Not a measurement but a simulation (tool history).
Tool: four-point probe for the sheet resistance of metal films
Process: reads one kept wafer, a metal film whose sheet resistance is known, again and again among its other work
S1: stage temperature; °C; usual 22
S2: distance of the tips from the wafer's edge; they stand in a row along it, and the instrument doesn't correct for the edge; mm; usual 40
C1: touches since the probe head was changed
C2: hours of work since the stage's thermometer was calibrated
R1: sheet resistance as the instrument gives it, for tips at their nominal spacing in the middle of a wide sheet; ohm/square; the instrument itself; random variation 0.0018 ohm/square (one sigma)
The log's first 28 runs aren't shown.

run 29 hour=945.4 | S1=20 S2=18 | C1=49360 C2=91 | R1=8.847394
run 30 hour=972.8 | S1=27 S2=25 | C1=50065 C2=107 | R1=8.82215
run 31 hour=996.1 | S1=27 S2=25 | C1=50664 C2=120 | R1=8.822208
run 32 hour=1028.2 | S1=24 S2=11 | C1=51487 C2=138 | R1=8.879769
run 33 hour=1076.6 | S1=30 S2=54 | C1=52731 C2=166 | R1=8.809674
run 34 hour=1114.4 | S1=30 S2=16 | C1=53700 C2=187 | R1=8.837128
run 35 hour=1150.6 | S1=25 S2=4 | C1=54630 C2=208 | R1=9.269507
run 36 hour=1196.4 | S1=25 S2=4 | C1=55807 C2=234 | R1=9.269139
run 37 hour=1230.8 | S1=34 S2=4 | C1=56691 C2=253 | R1=9.254033
run 38 hour=1273.2 | S1=34 S2=4 | C1=57779 C2=277 | R1=9.254403
run 39 hour=1317.1 | S1=26 S2=67 | C1=58909 C2=302 | R1=8.819106
run 40 hour=1355.6 | S1=32 S2=62 | C1=59897 C2=324 | R1=8.811017
run 41 hour=1376.1 | S1=33 S2=52 | C1=60422 C2=335 | R1=8.809293
run 42 hour=1424.4 | S1=26 S2=4 | C1=61664 C2=363 | R1=9.270087
run 43 hour=1460 | S1=32 S2=61 | C1=62578 C2=383 | R1=8.809131
run 44 hour=1497.4 | S1=22 S2=16 | C1=63539 C2=404 | R1=8.85558
run 45 hour=1533.1 | S1=33 S2=4 | C1=64456 C2=424 | R1=9.253644
run 46 hour=1555.6 | S1=33 S2=4 | C1=65033 C2=437 | R1=9.258106

3 ways to go on from here, each from the tool as it stands after run 46. What would each give?
run A hour=1589.5 | S1=33 S2=4 | C1=65904 C2=456 | R1=?
run B hour=1589.5 | S1=22 S2=40 | C1=65904 C2=456 | R1=?
run C hour=1589.5 | S1=22 S2=5 | C1=65904 C2=456 | R1=?

run=A R1=9.258896
run=B R1=8.833282
run=C R1=9.122314
Without the tool's hidden state the same runs would have given:
run=A R1=9.177593
run=B R1=8.755523
run=C R1=9.042236

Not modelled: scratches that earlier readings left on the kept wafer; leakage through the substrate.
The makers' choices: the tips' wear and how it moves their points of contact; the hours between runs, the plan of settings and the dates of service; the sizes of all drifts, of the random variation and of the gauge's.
